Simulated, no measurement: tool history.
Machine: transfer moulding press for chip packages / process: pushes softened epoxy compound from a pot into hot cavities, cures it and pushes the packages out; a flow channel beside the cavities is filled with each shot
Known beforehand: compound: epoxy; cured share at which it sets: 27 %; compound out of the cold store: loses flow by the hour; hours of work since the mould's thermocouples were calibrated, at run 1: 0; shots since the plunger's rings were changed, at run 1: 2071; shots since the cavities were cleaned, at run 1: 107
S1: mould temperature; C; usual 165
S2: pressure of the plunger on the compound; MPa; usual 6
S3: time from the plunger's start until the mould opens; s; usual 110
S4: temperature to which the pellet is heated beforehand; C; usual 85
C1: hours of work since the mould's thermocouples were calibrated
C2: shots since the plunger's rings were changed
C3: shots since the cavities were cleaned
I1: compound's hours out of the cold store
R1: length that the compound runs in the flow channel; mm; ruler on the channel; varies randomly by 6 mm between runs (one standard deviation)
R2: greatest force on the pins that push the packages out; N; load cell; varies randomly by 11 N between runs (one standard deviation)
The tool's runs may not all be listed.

| run | hour | S1 | S2 | S3 | S4 | C1 | C2 | C3 | I1 | R1 | R2 |
|---|---|---|---|---|---|---|---|---|---|---|---|
| 1 | 0 | 165 | 6 | 110 | 85 | 0 | 2071 | 107 | 42.2 | 566 | 575 |
| 2 | 17.9 | 165 | 6 | 110 | 85 | 12 | 2286 | 322 | 47.7 | 549 | 671 |
| 3 | 34.8 | 165 | 6 | 110 | 85 | 23 | 2487 | 523 | 41.3 | 561 | 753 |
|  | 48.1 | cavities cleaned with cleaning compound and waxed |
| 4 | 53.7 | 165 | 5.7 | 110 | 85 | 35 | 2696 | 68 | 19.9 | 589 | 603 |
| 5 | 66.8 | 165 | 6 | 110 | 85 | 44 | 2852 | 224 | 39.8 | 543 | 647 |
| 6 | 88.2 | 168 | 4.67 | 106 | 83 | 58 | 3108 | 480 | 37.5 | 494 | 655 |

Forecast run 7:
| 7 | 99.8 | 168 | 4.67 | 106 | 83 | 66 | 3247 | 619 | 19.8 | ? | ? |

{"run 7": {"R1": 522, "R2": 716}}
Had the tool carried no hidden state, the very same run would have given R1 553 mm, R2 478 N.

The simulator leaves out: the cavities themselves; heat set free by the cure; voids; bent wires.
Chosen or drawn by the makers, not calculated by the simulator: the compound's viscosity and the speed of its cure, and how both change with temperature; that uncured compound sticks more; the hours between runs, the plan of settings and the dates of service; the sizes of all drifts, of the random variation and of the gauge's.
